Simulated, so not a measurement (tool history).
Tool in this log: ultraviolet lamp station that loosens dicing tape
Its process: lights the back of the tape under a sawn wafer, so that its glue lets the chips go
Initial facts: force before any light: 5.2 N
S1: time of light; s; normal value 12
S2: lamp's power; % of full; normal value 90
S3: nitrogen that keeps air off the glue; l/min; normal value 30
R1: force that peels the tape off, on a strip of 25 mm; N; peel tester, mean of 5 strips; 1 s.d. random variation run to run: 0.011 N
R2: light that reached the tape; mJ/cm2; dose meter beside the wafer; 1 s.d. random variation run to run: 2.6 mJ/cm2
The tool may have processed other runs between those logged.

run    hour  S1  S2  S3     R1   R2
  1       0  12  90  30  0.662  276
  2    55.1  12  90  30  0.647  267
  3   122.6  12  90  48   0.59  258
  4   197.9  10  90  30  0.972  210
      249.2  -- window cleaned of glue's vapour
  5   269.6   6  90  30  1.874  116
  6   357.5  12  90  30  0.863  223
  7   412.3  12  90  30  0.919  222
  8   485.7  12  90  19  1.164  213
  9   538.9  12  69  30   1.44  161
        566  -- window cleaned of glue's vapour, once more
 10     633  12  69  30  0.966  211
 11   720.6   9  90  30  1.072  203
 12   760.3  12  69  30  1.068  204
 13   843.8  12  69  30  1.124  199
 14   902.6  12  69  14  1.546  187
 15   965.2  12  69  14  1.509  189
 16  1032.1  17  90  30  0.438  336
 17  1095.9  12  90  10  1.338  229
     1112.9  -- window cleaned of glue's vapour
 18  1142.6  12  90  10  1.132  261
 19  1203.3  12  90  10  1.164  256
 20  1290.6  12  90  10   1.29  247
 21  1354.9  12  90  59  0.654  237
 22  1415.8  12  63  38  1.281  162
 23  1500.2  12  63  38  1.318  156
 24  1541.5  22  71  18  0.624  320
 25  1585.8  22  68  18  0.699  303
 26  1639.8  22  68  18  0.736  296
       1666  -- window cleaned of glue's vapour
 27  1737.8  22  68  18  0.599  326
 28  1795.3   7  83  22  1.987  126
 29  1878.1   7  83  22  2.061  122
 30  1938.8   7  83  22   2.14  119
 31  1994.2   7  93  29  1.862  132
 32  2076.8   7  78  10  2.719  104
 33  2175.8   6  78  30  2.618   86
     2186.8  -- lamp changed
     2214.5  -- window cleaned of glue's vapour
 34  2234.4   6  92  30  1.425  162
 35  2276.6  23  63  13   0.46  419
 36    2355  23  63  13  0.517  399
 37  2430.3  11  80  34  0.752  238
 38  2484.5  11  80  34  0.816  233
 39  2577.4  11  80  34  0.837  225
 40  2656.1  19  90  25  0.332  425
 41    2703  19  90  25  0.346  419
     2765.2  -- window cleaned of glue's vapour
 42    2785  19  90  25  0.282  472

Difference, measured minus no-hidden-state, one row per run. Run-to-run variation is common to both terms; the gauge's own scatter need not be:
Hidden state present: lamp's light, % of a new lamp's; light that the window lets through, % of a clean one's; drift of the gauge itself on peel_n, %; drift of the gauge itself on dose_mj_cm2, %.
run      R1    R2
  1  +0.164   -49
  2  +0.176   -54
  3  +0.178   -61
  4  +0.308   -57
  5  +0.546   -44
  6   +0.39   -97
  7   +0.43  -103
  8  +0.548  -108
  9  +0.669   -87
 10  +0.223   -38
 11  +0.277   -43
 12  +0.294   -47
 13  +0.347   -54
 14  +0.453   -57
 15  +0.471   -62
 16  +0.169  -124
 17  +0.512   -92
 18  +0.324   -65
 19  +0.355   -70
 20  +0.428   -79
 21  +0.262   -83
 22  +0.485   -62
 23  +0.527   -68
 24  +0.286  -146
 25  +0.336  -146
 26  +0.374  -153
 27  +0.244  -119
 28  +0.591   -49
 29  +0.655   -53
 30  +0.704   -56
 31   +0.72   -65
 32  +0.789   -59
 33   +0.91   -53
 34  +0.047    -5
 35  +0.033   -18
 36  +0.058   -29
 37  +0.112   -25
 38  +0.144   -29
 39  +0.184   -37
 40  +0.072   -84
 41   +0.08   -91
 42  +0.025   -38
